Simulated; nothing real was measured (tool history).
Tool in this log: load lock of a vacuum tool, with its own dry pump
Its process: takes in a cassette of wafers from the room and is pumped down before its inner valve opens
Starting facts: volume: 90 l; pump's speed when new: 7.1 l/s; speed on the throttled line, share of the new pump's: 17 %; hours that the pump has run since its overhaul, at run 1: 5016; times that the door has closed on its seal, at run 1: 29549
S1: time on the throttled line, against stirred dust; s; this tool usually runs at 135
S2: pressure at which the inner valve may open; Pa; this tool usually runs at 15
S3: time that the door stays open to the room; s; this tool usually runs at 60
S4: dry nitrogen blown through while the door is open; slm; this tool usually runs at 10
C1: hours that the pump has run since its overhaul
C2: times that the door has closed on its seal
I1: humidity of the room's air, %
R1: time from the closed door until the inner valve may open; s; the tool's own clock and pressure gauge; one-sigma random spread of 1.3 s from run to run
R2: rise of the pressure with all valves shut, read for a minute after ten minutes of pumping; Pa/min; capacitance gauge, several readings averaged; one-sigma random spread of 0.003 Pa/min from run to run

{"run": 1, "hour": 0.0, "S1": 135, "S2": 15, "S3": 60, "S4": 10, "C1": 5016, "C2": 29549, "I1": 45.7, "R1": 226.6, "R2": 0.221}
{"run": 2, "hour": 555.2, "S1": 135, "S2": 15, "S3": 60, "S4": 10, "C1": 5571, "C2": 31088, "I1": 47.1, "R1": 225.1, "R2": 0.242}
{"run": 3, "hour": 807.4, "S1": 135, "S2": 15, "S3": 60, "S4": 8, "C1": 5823, "C2": 31786, "I1": 47.8, "R1": 227.3, "R2": 0.257}
{"run": 4, "hour": 1116.7, "S1": 135, "S2": 15, "S3": 60, "S4": 10, "C1": 6133, "C2": 32643, "I1": 44.9, "R1": 225.8, "R2": 0.265}
{"run": 5, "hour": 1524.6, "S1": 174, "S2": 15, "S3": 60, "S4": 10, "C1": 6541, "C2": 33773, "I1": 42.9, "R1": 258.9, "R2": 0.271}
{"run": 6, "hour": 1829.9, "S1": 174, "S2": 15, "S3": 60, "S4": 10, "C1": 6846, "C2": 34619, "I1": 43.1, "R1": 260.4, "R2": 0.285}
{"run": 7, "hour": 2317.0, "S1": 174, "S2": 15, "S3": 60, "S4": 10, "C1": 7333, "C2": 35969, "I1": 46.0, "R1": 261.6, "R2": 0.3}
{"run": 8, "hour": 2908.8, "S1": 174, "S2": 15, "S3": 60, "S4": 10, "C1": 7925, "C2": 37609, "I1": 47.2, "R1": 257.7, "R2": 0.318}
{"hour": 3065.0, "done": "door's seal changed, seat wiped"}
{"run": 9, "hour": 3334.6, "S1": 174, "S2": 15, "S3": 60, "S4": 10, "C1": 8349, "C2": 747, "I1": 44.4, "R1": 261.4, "R2": 0.034}
{"run": 10, "hour": 3581.4, "S1": 174, "S2": 15, "S3": 60, "S4": 10, "C1": 8596, "C2": 1431, "I1": 43.4, "R1": 263.8, "R2": 0.034}
{"run": 11, "hour": 3914.1, "S1": 135, "S2": 15, "S3": 60, "S4": 10, "C1": 8929, "C2": 2352, "I1": 44.7, "R1": 226.5, "R2": 0.04}
{"run": 12, "hour": 4377.6, "S1": 198, "S2": 15, "S3": 60, "S4": 10, "C1": 9392, "C2": 3637, "I1": 44.6, "R1": 280.1, "R2": 0.037}
{"run": 13, "hour": 4811.8, "S1": 198, "S2": 15, "S3": 60, "S4": 10, "C1": 9826, "C2": 4840, "I1": 47.2, "R1": 281.3, "R2": 0.048}
{"run": 14, "hour": 5205.2, "S1": 135, "S2": 15, "S3": 60, "S4": 10, "C1": 10220, "C2": 5930, "I1": 43.0, "R1": 230.8, "R2": 0.046}
{"run": 15, "hour": 5664.2, "S1": 135, "S2": 28, "S3": 60, "S4": 10, "C1": 10679, "C2": 7202, "I1": 46.0, "R1": 220.4, "R2": 0.059}
{"run": 16, "hour": 6130.6, "S1": 135, "S2": 28, "S3": 60, "S4": 10, "C1": 11145, "C2": 8494, "I1": 45.8, "R1": 218.7, "R2": 0.063}
{"run": 17, "hour": 6454.3, "S1": 135, "S2": 28, "S3": 60, "S4": 10, "C1": 11469, "C2": 9391, "I1": 43.5, "R1": 222.1, "R2": 0.064}
{"run": 18, "hour": 6711.7, "S1": 135, "S2": 15, "S3": 60, "S4": 7, "C1": 11726, "C2": 10104, "I1": 45.2, "R1": 230.5, "R2": 0.075}
{"run": 19, "hour": 7041.4, "S1": 135, "S2": 15, "S3": 60, "S4": 10, "C1": 12056, "C2": 11018, "I1": 44.8, "R1": 228.9, "R2": 0.073}
{"run": 20, "hour": 7629.7, "S1": 135, "S2": 19, "S3": 60, "S4": 10, "C1": 12644, "C2": 12648, "I1": 48.2, "R1": 228.2, "R2": 0.09}
{"run": 21, "hour": 8183.0, "S1": 173, "S2": 15, "S3": 191, "S4": 10, "C1": 13197, "C2": 14181, "I1": 44.5, "R1": 260.9, "R2": 0.11}
{"run": 22, "hour": 8522.6, "S1": 105, "S2": 29, "S3": 124, "S4": 10, "C1": 13537, "C2": 15122, "I1": 48.3, "R1": 195.4, "R2": 0.117}
{"run": 23, "hour": 8856.3, "S1": 174, "S2": 15, "S3": 60, "S4": 10, "C1": 13871, "C2": 16047, "I1": 41.7, "R1": 259.2, "R2": 0.103}
{"run": 24, "hour": 9305.3, "S1": 116, "S2": 15, "S3": 203, "S4": 16, "C1": 14320, "C2": 17291, "I1": 44.8, "R1": 217.0, "R2": 0.124}
{"run": 25, "hour": 9698.1, "S1": 111, "S2": 20, "S3": 70, "S4": 11, "C1": 14713, "C2": 18379, "I1": 46.5, "R1": 206.8, "R2": 0.121}
{"run": 26, "hour": 10212.8, "S1": 207, "S2": 20, "S3": 91, "S4": 11, "C1": 15227, "C2": 19805, "I1": 44.5, "R1": 287.9, "R2": 0.14}
{"run": 27, "hour": 10557.2, "S1": 166, "S2": 15, "S3": 94, "S4": 10, "C1": 15572, "C2": 20759, "I1": 46.1, "R1": 257.3, "R2": 0.151}
{"run": 28, "hour": 10993.7, "S1": 101, "S2": 26, "S3": 75, "S4": 11, "C1": 16008, "C2": 21969, "I1": 45.6, "R1": 196.1, "R2": 0.148}
{"run": 29, "hour": 11447.0, "S1": 135, "S2": 17, "S3": 60, "S4": 10, "C1": 16461, "C2": 23225, "I1": 41.7, "R1": 232.3, "R2": 0.17}
{"run": 30, "hour": 11747.1, "S1": 135, "S2": 15, "S3": 37, "S4": 6, "C1": 16762, "C2": 24056, "I1": 46.4, "R1": 233.0, "R2": 0.17}
{"run": 31, "hour": 12101.2, "S1": 135, "S2": 15, "S3": 37, "S4": 6, "C1": 17116, "C2": 25038, "I1": 46.3, "R1": 234.2, "R2": 0.182}
{"run": 32, "hour": 12396.5, "S1": 135, "S2": 15, "S3": 37, "S4": 6, "C1": 17411, "C2": 25856, "I1": 45.6, "R1": 229.1, "R2": 0.187}
{"run": 33, "hour": 12920.5, "S1": 135, "S2": 15, "S3": 37, "S4": 6, "C1": 17935, "C2": 27308, "I1": 46.4, "R1": 232.9, "R2": 0.199}
{"run": 34, "hour": 13223.9, "S1": 135, "S2": 15, "S3": 37, "S4": 6, "C1": 18238, "C2": 28149, "I1": 46.5, "R1": 235.0, "R2": 0.217}

Expected results for the next run?
{"run": 35, "hour": 13473.3, "S1": 135, "S2": 12, "S3": 208, "S4": 10, "C1": 18488, "C2": 28840, "I1": 45.4, "R1": "?", "R2": "?"}

R1: 238.5 s
R2: 0.239 Pa/min
With the hidden condition absent and the run-to-run variation left alone, this run would have shown R1 229.0 s, R2 0.049 Pa/min.
